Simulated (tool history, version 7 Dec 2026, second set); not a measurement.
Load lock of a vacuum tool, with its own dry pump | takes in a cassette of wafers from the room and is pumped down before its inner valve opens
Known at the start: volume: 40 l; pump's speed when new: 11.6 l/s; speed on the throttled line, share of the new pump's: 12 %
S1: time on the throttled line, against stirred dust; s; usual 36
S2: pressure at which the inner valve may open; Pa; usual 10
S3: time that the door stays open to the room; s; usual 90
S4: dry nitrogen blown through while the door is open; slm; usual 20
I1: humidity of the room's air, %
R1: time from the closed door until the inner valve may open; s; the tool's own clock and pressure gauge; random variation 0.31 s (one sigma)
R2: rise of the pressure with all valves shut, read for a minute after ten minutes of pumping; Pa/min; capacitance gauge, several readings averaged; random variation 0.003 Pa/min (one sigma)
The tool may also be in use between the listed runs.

run 1 hour=0.0 | S1=36 S2=10 S3=90 S4=20 | I1=44.8 | R1=63.2 R2=0.045
run 2 hour=94.9 | S1=36 S2=10 S3=90 S4=20 | I1=44.0 | R1=63.9 R2=0.041
run 3 hour=256.8 | S1=36 S2=10 S3=90 S4=20 | I1=45.4 | R1=63.7 R2=0.044
run 4 hour=444.7 | S1=36 S2=10 S3=90 S4=20 | I1=46.0 | R1=63.7 R2=0.047
run 5 hour=590.3 | S1=36 S2=10 S3=90 S4=20 | I1=44.5 | R1=64.3 R2=0.041
run 6 hour=772.8 | S1=36 S2=10 S3=90 S4=20 | I1=44.0 | R1=63.5 R2=0.048
run 7 hour=858.1 | S1=36 S2=10 S3=90 S4=20 | I1=43.3 | R1=63.5 R2=0.041
run 8 hour=1036.0 | S1=36 S2=10 S3=90 S4=17 | I1=41.9 | R1=64.1 R2=0.044
run 9 hour=1180.2 | S1=59 S2=10 S3=90 S4=20 | I1=48.0 | R1=83.2 R2=0.049
run 10 hour=1322.5 | S1=59 S2=10 S3=90 S4=20 | I1=45.8 | R1=83.1 R2=0.048
run 11 hour=1485.2 | S1=20 S2=10 S3=90 S4=20 | I1=47.1 | R1=49.9 R2=0.045
run 12 hour=1661.4 | S1=20 S2=10 S3=90 S4=20 | I1=44.2 | R1=49.8 R2=0.048
run 13 hour=1855.1 | S1=20 S2=10 S3=64 S4=20 | I1=42.2 | R1=49.7 R2=0.037
run 14 hour=1952.6 | S1=36 S2=10 S3=68 S4=20 | I1=45.5 | R1=64.0 R2=0.043
run 15 hour=2038.5 | S1=36 S2=10 S3=68 S4=20 | I1=47.7 | R1=63.4 R2=0.039
run 16 hour=2154.2 | S1=27 S2=10 S3=90 S4=20 | I1=47.8 | R1=56.0 R2=0.048
run 17 hour=2302.0 | S1=27 S2=10 S3=90 S4=20 | I1=45.6 | R1=55.7 R2=0.047
run 18 hour=2434.5 | S1=33 S2=19 S3=90 S4=20 | I1=43.1 | R1=58.5 R2=0.045
run 19 hour=2583.1 | S1=33 S2=11 S3=228 S4=20 | I1=42.5 | R1=60.2 R2=0.078
run 20 hour=2769.4 | S1=25 S2=11 S3=33 S4=4 | I1=41.8 | R1=53.6 R2=0.036
run 21 hour=2866.7 | S1=26 S2=8 S3=91 S4=4 | I1=45.2 | R1=55.4 R2=0.071
run 22 hour=2960.7 | S1=36 S2=10 S3=38 S4=36 | I1=45.7 | R1=63.9 R2=0.021
run 23 hour=3076.8 | S1=52 S2=10 S3=90 S4=20 | I1=44.3 | R1=77.1 R2=0.042
run 24 hour=3266.3 | S1=43 S2=10 S3=27 S4=20 | I1=47.4 | R1=68.8 R2=0.023
run 25 hour=3369.7 | S1=43 S2=10 S3=27 S4=20 | I1=43.1 | R1=69.7 R2=0.021

Forecast each of these 3 alternatives for the next run:
run A hour=3560.9 | S1=36 S2=10 S3=123 S4=5 | I1=44.3 | R1=? R2=?
run B hour=3560.9 | S1=26 S2=10 S3=187 S4=6 | I1=43.0 | R1=? R2=?
run C hour=3560.9 | S1=25 S2=10 S3=27 S4=20 | I1=45.5 | R1=? R2=?

run=A R1=64.1 R2=0.092
run=B R1=55.0 R2=0.107
run=C R1=53.5 R2=0.019
Without the tool's hidden state the same runs would have given:
run=A R1=64.0 R2=0.092
run=B R1=55.0 R2=0.107
run=C R1=53.5 R2=0.018
